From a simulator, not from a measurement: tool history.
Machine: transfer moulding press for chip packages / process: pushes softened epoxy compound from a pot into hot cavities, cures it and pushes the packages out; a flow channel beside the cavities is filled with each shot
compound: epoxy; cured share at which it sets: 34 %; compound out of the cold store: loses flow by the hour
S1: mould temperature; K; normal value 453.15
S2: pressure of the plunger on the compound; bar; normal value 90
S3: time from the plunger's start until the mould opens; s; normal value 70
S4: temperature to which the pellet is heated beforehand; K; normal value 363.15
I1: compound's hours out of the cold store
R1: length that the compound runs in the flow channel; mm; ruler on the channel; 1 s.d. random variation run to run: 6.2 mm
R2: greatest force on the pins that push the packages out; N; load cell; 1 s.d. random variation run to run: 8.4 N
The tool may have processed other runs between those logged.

run   hour      S1     S2   S3      S4    I1   R1   R2
  1      0  453.15     90   70  363.15    13  699  444
  2   25.6  453.15     90   70  363.15  45.2  639  591
      41.9  -- cavities cleaned with cleaning compound and waxed
  3   53.1  453.15     90   70  363.15  14.5  678  475
      86.5  -- cavities cleaned with cleaning compound and waxed
  4   86.5  453.15     90   70  363.15  23.5  658  372
  5  120.6  453.15     90   70  363.15  20.3  661  616
     131.4  -- cavities cleaned with cleaning compound and waxed
  6  152.6  453.15     90   70  363.15  44.5  622  542
     178.4  -- cavities cleaned with cleaning compound and waxed
  7  185.4  453.15     90   70  363.15  29.3  633  448
  8    202  453.15     90   70  363.15  23.2  629  579
     224.3  -- cavities cleaned with cleaning compound and waxed
  9  226.8  453.15     90   70  363.15  17.5  642  409
 10  248.6  453.15     90   70  363.15   8.8  647  593
     268.7  -- cavities cleaned with cleaning compound and waxed
 11  268.7  453.15     90   70  363.15  26.1  624  371
 12  285.2  453.15     90   70  363.15  41.9  587  524
 13  308.3  453.15     90   70  363.15    12  646  656
     314.9  -- cavities cleaned with cleaning compound and waxed
     330.8  -- plunger's sealing rings changed
 14  336.7  453.15     90   70  363.15  20.5  685  572
 15  358.8  457.15  102.1   84  372.15  42.7  690  499
     363.4  -- cavities cleaned with cleaning compound and waxed
 16  389.2  460.15   96.4   80  363.15  26.5  683  448
     408.1  -- cavities cleaned with cleaning compound and waxed
 17  414.5  450.15   96.4   80  370.15  18.9  708  411
 18  447.8  450.15  108.5   85  355.15  16.3  737  578
     455.2  -- cavities cleaned with cleaning compound and waxed
 19  466.7  450.15   90.9   59  373.15  35.2  647  855
 20  493.6  450.15   77.6  110  361.15  14.6  629  471
     500.9  -- cavities cleaned with cleaning compound and waxed
 21  518.6  453.15     90   55  362.15  47.3  606  946
     546.9  -- cavities cleaned with cleaning compound and waxed
 22  547.1  454.15   68.7  107  372.15  17.1  569  289
 23  563.5  451.15     90   70  364.15  26.9  640  601
     591.2  -- cavities cleaned with cleaning compound and waxed
 24  591.2  451.15   75.5  110  364.15  45.9  553  293
 25  620.6  451.15   75.5  110  364.15  12.6  591  445
     635.6  -- cavities cleaned with cleaning compound and waxed
 26  657.5  457.15     90   72  366.15  41.7  589  480
     676.9  -- plunger's sealing rings changed
     684.6  -- cavities cleaned with cleaning compound and waxed
 27  692.5  457.15     90   72  366.15    36  657  379

5 options for the next run, each taken on its own from the tool as it stands now. Forecast them:
  A  717.9  453.15  90  51  363.15  20.6   ?   ?
  B  717.9  457.15  90  58  366.15  26.4   ?   ?
  C  717.9  454.15  90  72  366.15  32.6   ?   ?
  D  717.9  453.15  90  70  370.15  33.1   ?   ?
  E  717.9  457.15  81  87  371.15    16   ?   ?

run   R1    R2
  A  683  1469
  B  676   788
  C  657   563
  D  661   603
  E  645   465
With the hidden condition removed and each run's random variation left untouched, the same runs would have given:
run   R1   R2
  A  689  847
  B  682  453
  C  663  330
  D  667  351
  E  651  277
